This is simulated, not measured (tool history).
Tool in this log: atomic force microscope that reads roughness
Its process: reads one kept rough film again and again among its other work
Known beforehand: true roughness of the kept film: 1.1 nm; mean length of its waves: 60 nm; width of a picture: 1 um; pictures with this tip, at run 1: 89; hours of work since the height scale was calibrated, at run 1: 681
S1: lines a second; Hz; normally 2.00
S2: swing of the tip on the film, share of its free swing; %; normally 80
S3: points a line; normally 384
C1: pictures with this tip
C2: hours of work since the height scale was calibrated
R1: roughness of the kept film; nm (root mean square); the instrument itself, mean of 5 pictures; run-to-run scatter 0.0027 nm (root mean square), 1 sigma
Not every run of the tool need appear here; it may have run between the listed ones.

run   hour    S1  S2   S3   C1   C2     R1
  1    0.0  2.00  80  384   89  681  0.965
  2   24.0  2.00  80  384  124  699  0.965
      42.9  -- new tip fitted
  3   55.8  2.00  83  384   19  723  0.956
  4   90.5  2.06  80  384   70  749  0.965
  5  123.3  2.06  80  384  118  774  0.961
     146.0  -- new tip fitted
  6  160.7  2.06  80  384   22  802  0.966
  7  182.7  2.06  80  384   54  819  0.970
  8  218.2  1.77  80  384  106  846  0.980
  9  242.6  1.77  80  384  142  864  0.972
     248.1  -- new tip fitted
 10  264.2  1.77  80  384   24  880  0.983
 11  299.3  1.95  80  595   76  907  0.971
 12  332.6  1.26  64  627  125  932  1.050

Predict the results of run 13:
     336.0  -- height scale calibrated on a step standard
     352.6  -- new tip fitted
 13  364.7  1.26  64  627  17  21   ?

{"run 13": {"R1": 1.061}}
With no hidden state in the tool, this same run would have given R1 1.056 nm (root mean square).
